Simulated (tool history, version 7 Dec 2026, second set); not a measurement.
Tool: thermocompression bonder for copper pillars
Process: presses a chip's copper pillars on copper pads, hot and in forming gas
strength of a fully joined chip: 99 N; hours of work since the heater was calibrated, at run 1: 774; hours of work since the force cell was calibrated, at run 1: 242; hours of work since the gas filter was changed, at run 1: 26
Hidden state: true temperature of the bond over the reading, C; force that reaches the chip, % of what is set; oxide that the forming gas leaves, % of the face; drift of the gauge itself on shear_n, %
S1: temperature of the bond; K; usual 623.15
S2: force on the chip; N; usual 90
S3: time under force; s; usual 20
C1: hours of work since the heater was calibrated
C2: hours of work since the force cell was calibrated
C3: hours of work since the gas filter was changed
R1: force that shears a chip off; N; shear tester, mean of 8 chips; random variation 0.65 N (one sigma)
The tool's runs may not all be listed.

run,day,S1,S2,S3,C1,C2,C3,R1
1,0,623.15,90,20,774,242,26,38
2,3.179,623.15,90,20,820,289,72,37.5
3,5.746,623.15,90,20,857,326,110,36.5
4,7.379,623.15,131,20,881,350,133,51.8
5,9.046,623.15,131,20,905,374,158,49.7
6,10.554,623.15,90,21,927,396,180,36.9
# day 12.154: forming gas filter changed
7,12.9,623.15,90,20,961,430,11,38.5
8,16,623.15,90,22,1006,475,56,38.7
9,17.746,623.15,90,20,1032,500,81,37.2
10,19.358,623.15,90,20,1055,524,105,37.4
11,22.667,631.15,90,20,1103,572,153,38.5
# day 23.004: heater calibrated with a thermocouple chip
12,24.558,631.15,90,20,23,598,179,41.3
# day 26.171: forming gas filter changed
13,27.5,631.15,90,20,65,641,19,43.3
14,29.267,631.15,90,20,91,667,45,44
15,32.288,623.15,90,20,135,710,89,38.9
16,34.283,623.15,90,20,164,740,118,39.1
17,35.804,648.15,90,20,186,762,140,50.2
18,38.104,623.15,90,42,220,795,174,49.5
19,39.696,623.15,90,42,243,818,197,47.4
# day 40.175: forming gas filter changed
20,42.55,623.15,90,42,284,860,35,49.9
21,44.788,623.15,90,42,317,892,67,51
22,47.858,623.15,63,14,361,937,112,21.6
23,49.817,602.15,103,12,390,965,140,25.8
24,51.321,606.15,54,16,412,987,162,14.7
25,52.767,606.15,54,16,433,1008,183,14.3
# day 53.921: forming gas filter changed
26,56.121,623.15,90,18,481,1057,32,36.3
27,58.458,623.15,75,19,515,1091,66,31.9
28,60.158,623.15,75,19,540,1116,91,30.6
29,62.079,601.15,75,13,568,1144,119,19.4
30,64.554,624.15,117,26,604,1180,155,51.9
31,67.446,626.15,118,26,646,1222,197,51.9
# day 67.85: forming gas filter changed
32,70.708,623.15,70,27,693,1269,42,31.5
33,72.938,623.15,73,52,726,1301,74,43.1
34,75.783,623.15,73,52,767,1343,115,41.6
35,78.671,617.15,73,52,809,1385,158,37.1
# day 81.638: forming gas filter changed
36,81.712,621.15,85,52,853,1429,1,49
37,83.088,635.15,84,29,873,1449,21,47.1
38,84.904,615.15,60,12,900,1475,48,15.4
39,87.767,622.15,55,29,941,1517,89,23.9

Forecast each of these 3 alternatives for the next run:
A,90.85,622.15,76,13,986,1562,134,?
B,90.85,622.15,116,12,986,1562,134,?
C,90.85,623.15,56,20,986,1562,134,?

run,R1
A,24.3
B,36.6
C,20.2
Without the tool's hidden state the same runs would have given:
run,R1
A,29.1
B,43.1
C,24.2
